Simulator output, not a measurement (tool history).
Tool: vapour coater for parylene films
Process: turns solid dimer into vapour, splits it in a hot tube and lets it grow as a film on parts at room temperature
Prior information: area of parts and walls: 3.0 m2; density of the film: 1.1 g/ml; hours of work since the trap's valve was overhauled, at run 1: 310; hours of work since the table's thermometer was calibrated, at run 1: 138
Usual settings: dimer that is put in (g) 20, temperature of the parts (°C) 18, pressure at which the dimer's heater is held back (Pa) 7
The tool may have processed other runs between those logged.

| run | hour | dimer that is put in (g) | temperature of the parts (°C) | pressure at which the dimer's heater is held back (Pa) | hours of work since the trap's valve was overhauled | hours of work since the table's thermometer was calibrated | thickness of the film (nm) |
|---|---|---|---|---|---|---|---|
| 1 | 0 | 20 | 18 | 7 | 310 | 138 | 3880 |
| 2 | 67.5 | 20 | 18 | 7 | 356 | 183 | 3870 |
| 3 | 126.7 | 20 | 18 | 7 | 395 | 223 | 3880 |
| 4 | 181.2 | 20 | 18 | 3.79 | 432 | 259 | 4030 |
| 5 | 251.6 | 20 | 18 | 3.79 | 479 | 307 | 3970 |
| 6 | 324.3 | 20 | 17 | 7 | 528 | 355 | 3880 |
| 7 | 393.3 | 20 | 17 | 7 | 574 | 402 | 3840 |
|  | 418.6 | trap's valve overhauled |
| 8 | 456.7 | 20 | 18 | 7 | 26 | 442 | 4130 |
| 9 | 498.9 | 20 | 18 | 7 | 54 | 470 | 4060 |
| 10 | 539.9 | 20 | 18 | 2.33 | 81 | 498 | 4330 |
| 11 | 604.6 | 20 | 18 | 2.33 | 125 | 541 | 4440 |
| 12 | 636.5 | 20 | 18 | 2.33 | 146 | 562 | 4320 |
| 13 | 707.6 | 20 | 16 | 2.33 | 194 | 610 | 4650 |
| 14 | 752.7 | 8 | 15 | 8 | 224 | 640 | 1700 |
| 15 | 803.3 | 20 | 21 | 4.33 | 258 | 674 | 3760 |
| 16 | 866.6 | 18 | 13 | 4.81 | 301 | 717 | 4230 |
| 17 | 916.9 | 18 | 13 | 4.81 | 335 | 751 | 4190 |
| 18 | 950.5 | 18 | 13 | 4.81 | 357 | 773 | 4130 |
| 19 | 984.9 | 20 | 17 | 4.81 | 380 | 796 | 4100 |
| 20 | 1049.3 | 20 | 17 | 4.81 | 424 | 840 | 4100 |
| 21 | 1078.4 | 20 | 17 | 4.81 | 443 | 859 | 4050 |
| 22 | 1133.3 | 20 | 17 | 4.81 | 480 | 896 | 4020 |
| 23 | 1203.7 | 22 | 28 | 4.71 | 527 | 943 | 3220 |
| 24 | 1249.8 | 21 | 12 | 9.93 | 558 | 974 | 4600 |
|  | 1300.8 | trap's valve overhauled |
| 25 | 1300.8 | 13 | 18 | 7 | 0 | 1006 | 2640 |
| 26 | 1364 | 13 | 18 | 7 | 42 | 1048 | 2690 |

Each row is a separate what-if for the run after 26, all from the same tool condition, not one after another. Results?
| A | 1402.8 | 20 | 10 | 2.39 | 68 | 1074 | ? |
| B | 1402.8 | 23 | 18 | 7 | 68 | 1074 | ? |
| C | 1402.8 | 20 | 18 | 2.06 | 68 | 1074 | ? |

| run | thickness of the film (nm) |
|---|---|
| A | 5670 |
| B | 4680 |
| C | 4560 |
With no hidden state in the tool, these same runs would have given:
| run | thickness of the film (nm) |
|---|---|
| A | 5640 |
| B | 4650 |
| C | 4540 |

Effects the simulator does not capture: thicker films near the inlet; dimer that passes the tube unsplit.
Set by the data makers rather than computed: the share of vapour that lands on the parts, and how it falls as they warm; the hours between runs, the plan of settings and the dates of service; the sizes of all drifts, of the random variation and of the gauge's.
